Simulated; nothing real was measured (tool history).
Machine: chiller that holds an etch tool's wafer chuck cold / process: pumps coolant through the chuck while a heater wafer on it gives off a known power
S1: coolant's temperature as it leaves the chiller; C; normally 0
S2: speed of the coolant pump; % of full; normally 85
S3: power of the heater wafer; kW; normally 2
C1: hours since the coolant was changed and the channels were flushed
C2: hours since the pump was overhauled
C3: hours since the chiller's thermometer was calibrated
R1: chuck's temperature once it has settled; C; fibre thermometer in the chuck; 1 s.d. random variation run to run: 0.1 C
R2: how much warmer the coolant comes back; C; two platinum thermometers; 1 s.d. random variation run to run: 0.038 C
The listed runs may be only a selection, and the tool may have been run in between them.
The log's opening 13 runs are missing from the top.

| run | hour | S1 | S2 | S3 | C1 | C2 | C3 | R1 | R2 |
|---|---|---|---|---|---|---|---|---|---|
| 14 | 263.2 | 8 | 85 | 2 | 448 | 481 | 915 | 29.6 | 7.74 |
| 15 | 276.8 | 8 | 85 | 2 | 461 | 495 | 929 | 29.6 | 7.75 |
| 16 | 292.6 | 0 | 85 | 2 | 477 | 511 | 944 | 21.4 | 7.67 |
| 17 | 309.9 | 0 | 85 | 2 | 495 | 528 | 962 | 21.4 | 7.73 |
| 18 | 323 | -10 | 62 | 1.126 | 508 | 541 | 975 | 5.6 | 6 |
| 19 | 344.2 | 0 | 94 | 2 | 529 | 562 | 996 | 19.7 | 6.97 |
| 20 | 361.8 | 0 | 94 | 2 | 546 | 580 | 1014 | 19.8 | 6.94 |
| 21 | 383.5 | -8 | 80 | 2.373 | 568 | 602 | 1035 | 18.7 | 9.7 |
| 22 | 405.1 | -8 | 80 | 2.373 | 590 | 623 | 1057 | 18.8 | 9.76 |
|  | 412.8 | coolant pump overhauled |
| 23 | 430.1 | -2 | 64 | 1.913 | 610 | 17 | 1077 | 23.9 | 9.92 |
| 24 | 461.2 | -3 | 87 | 1.134 | 641 | 48 | 1108 | 8.9 | 4.32 |
| 25 | 492.6 | -3 | 87 | 1.134 | 672 | 80 | 1139 | 9.1 | 4.26 |
| 26 | 523 | -3 | 97 | 1.304 | 703 | 110 | 1170 | 9.9 | 4.44 |
|  | 530.9 | coolant pump overhauled, once more |
| 27 | 548.6 | -6 | 71 | 1.304 | 723 | 18 | 1190 | 9.9 | 5.92 |
| 28 | 564.4 | 9 | 100 | 1.304 | 739 | 34 | 1206 | 20.8 | 4.11 |
| 29 | 584.1 | 9 | 88 | 1.304 | 759 | 53 | 1226 | 22.3 | 4.73 |
| 30 | 602.1 | 9 | 88 | 1.304 | 777 | 71 | 1244 | 22.5 | 4.72 |
| 31 | 621.6 | 8 | 62 | 1.612 | 796 | 91 | 1263 | 30.2 | 8.45 |
| 32 | 638 | 8 | 62 | 1.612 | 813 | 107 | 1280 | 30.2 | 8.46 |

Predict each of these 4 candidate next runs independently; none follows another, all start after run 32:
| A | 667.4 | 0 | 85 | 1.957 | 842 | 136 | 1309 | ? | ? |
| B | 667.4 | 0 | 82 | 1.421 | 842 | 136 | 1309 | ? | ? |
| C | 667.4 | 0 | 89 | 2 | 842 | 136 | 1309 | ? | ? |
| D | 667.4 | 8 | 70 | 1.446 | 842 | 136 | 1309 | ? | ? |

| run | R1 | R2 |
|---|---|---|
| A | 20.7 | 7.35 |
| B | 15.5 | 5.51 |
| C | 20.6 | 7.16 |
| D | 26 | 6.66 |
What these runs would have given with no unlogged condition in the tool:
| run | R1 | R2 |
|---|---|---|
| A | 20.5 | 7.42 |
| B | 15.3 | 5.56 |
| C | 20.4 | 7.24 |
| D | 25.8 | 6.73 |

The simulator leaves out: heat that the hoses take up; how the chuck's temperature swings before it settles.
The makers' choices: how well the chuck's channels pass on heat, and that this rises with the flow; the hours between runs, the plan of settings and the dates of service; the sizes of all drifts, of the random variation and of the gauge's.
